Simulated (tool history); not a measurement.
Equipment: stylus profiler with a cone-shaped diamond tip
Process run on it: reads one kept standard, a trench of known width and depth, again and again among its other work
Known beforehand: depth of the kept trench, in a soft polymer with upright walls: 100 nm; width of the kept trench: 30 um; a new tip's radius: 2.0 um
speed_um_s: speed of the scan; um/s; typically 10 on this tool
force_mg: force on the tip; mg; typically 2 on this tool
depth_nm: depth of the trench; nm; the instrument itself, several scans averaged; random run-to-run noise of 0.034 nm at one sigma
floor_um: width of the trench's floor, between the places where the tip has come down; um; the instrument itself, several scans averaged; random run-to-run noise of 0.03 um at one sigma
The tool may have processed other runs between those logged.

run 1 day=0 | speed_um_s=10 force_mg=2 | depth_nm=101.12 floor_um=28.53
run 2 day=4.3 | speed_um_s=10 force_mg=2 | depth_nm=101.09 floor_um=28.48
run 3 day=9.788 | speed_um_s=10 force_mg=2 | depth_nm=101.03 floor_um=28.33
run 4 day=13.096 | speed_um_s=10 force_mg=2 | depth_nm=101.11 floor_um=28.35
run 5 day=17.383 | speed_um_s=10 force_mg=2 | depth_nm=101.02 floor_um=28.27
run 6 day=20.079 | speed_um_s=10 force_mg=2 | depth_nm=101.03 floor_um=28.19
run 7 day=25.725 | speed_um_s=10 force_mg=2 | depth_nm=100.99 floor_um=28.09
run 8 day=28.792 | speed_um_s=10 force_mg=1.6 | depth_nm=100.77 floor_um=28.04
run 9 day=32.475 | speed_um_s=10 force_mg=1.6 | depth_nm=100.78 floor_um=28.02
run 10 day=37.746 | speed_um_s=10 force_mg=1.6 | depth_nm=100.68 floor_um=27.91
run 11 day=40.783 | speed_um_s=10 force_mg=1.6 | depth_nm=100.75 floor_um=27.96
run 12 day=46.288 | speed_um_s=10 force_mg=1.6 | depth_nm=100.69 floor_um=27.8
run 13 day=50.029 | speed_um_s=10 force_mg=1.6 | depth_nm=100.66 floor_um=27.76
run 14 day=53.892 | speed_um_s=23 force_mg=2 | depth_nm=100.81 floor_um=27.63
run 15 day=57.354 | speed_um_s=10 force_mg=4.92 | depth_nm=101.76 floor_um=27.73
run 16 day=60.696 | speed_um_s=10 force_mg=4.92 | depth_nm=101.76 floor_um=27.68
run 17 day=64.183 | speed_um_s=10 force_mg=2 | depth_nm=100.77 floor_um=27.59
-- day=66.467 new tip fitted, height scale calibrated
run 18 day=69.233 | speed_um_s=10 force_mg=2 | depth_nm=101.17 floor_um=28.7
run 19 day=73.204 | speed_um_s=10 force_mg=2 | depth_nm=101.13 floor_um=28.57
run 20 day=75.512 | speed_um_s=10 force_mg=2 | depth_nm=101.15 floor_um=28.53
run 21 day=80.942 | speed_um_s=10 force_mg=2 | depth_nm=101.08 floor_um=28.38
run 22 day=86.05 | speed_um_s=10 force_mg=2 | depth_nm=101.07 floor_um=28.29
run 23 day=89.821 | speed_um_s=6 force_mg=2 | depth_nm=101.03 floor_um=28.27
run 24 day=94.854 | speed_um_s=4 force_mg=2 | depth_nm=100.97 floor_um=28.2
run 25 day=99.858 | speed_um_s=17 force_mg=1.2 | depth_nm=100.61 floor_um=28.01
run 26 day=102.321 | speed_um_s=18 force_mg=1.99 | depth_nm=100.92 floor_um=28
run 27 day=105.038 | speed_um_s=15 force_mg=0.95 | depth_nm=100.52 floor_um=27.91
run 28 day=109.475 | speed_um_s=15 force_mg=0.95 | depth_nm=100.46 floor_um=27.9
run 29 day=111.879 | speed_um_s=15 force_mg=0.95 | depth_nm=100.41 floor_um=27.89
run 30 day=115.396 | speed_um_s=15 force_mg=0.96 | depth_nm=100.41 floor_um=27.79
run 31 day=119.762 | speed_um_s=34 force_mg=0.83 | depth_nm=100.33 floor_um=27.56
run 32 day=124.038 | speed_um_s=34 force_mg=0.83 | depth_nm=100.37 floor_um=27.51
run 33 day=128.658 | speed_um_s=34 force_mg=1.32 | depth_nm=100.57 floor_um=27.46
run 34 day=131.333 | speed_um_s=34 force_mg=1.32 | depth_nm=100.57 floor_um=27.46
run 35 day=135.083 | speed_um_s=13 force_mg=0.87 | depth_nm=100.25 floor_um=27.56
run 36 day=138 | speed_um_s=13 force_mg=0.87 | depth_nm=100.26 floor_um=27.56
-- day=139.621 new tip fitted, height scale calibrated
run 37 day=143.546 | speed_um_s=7 force_mg=0.83 | depth_nm=100.66 floor_um=28.58
run 38 day=149.188 | speed_um_s=7 force_mg=0.83 | depth_nm=100.55 floor_um=28.49
run 39 day=153.221 | speed_um_s=7 force_mg=0.83 | depth_nm=100.56 floor_um=28.45
run 40 day=157.954 | speed_um_s=7 force_mg=0.83 | depth_nm=100.54 floor_um=28.33
run 41 day=160.696 | speed_um_s=15 force_mg=2.31 | depth_nm=101.18 floor_um=28.25
run 42 day=163.338 | speed_um_s=13 force_mg=3.33 | depth_nm=101.42 floor_um=28.24
run 43 day=167.567 | speed_um_s=6 force_mg=2.38 | depth_nm=101.1 floor_um=28.22

Run 44 comes next. What will it give?
run 44 day=173.188 | speed_um_s=6 force_mg=3.12 | depth_nm=? floor_um=?

Run 44 produced depth_nm 101.29 nm, floor_um 28.17 um.
With no hidden state in the tool, this same run would have given depth_nm 101.49 nm, floor_um 28.76 um.
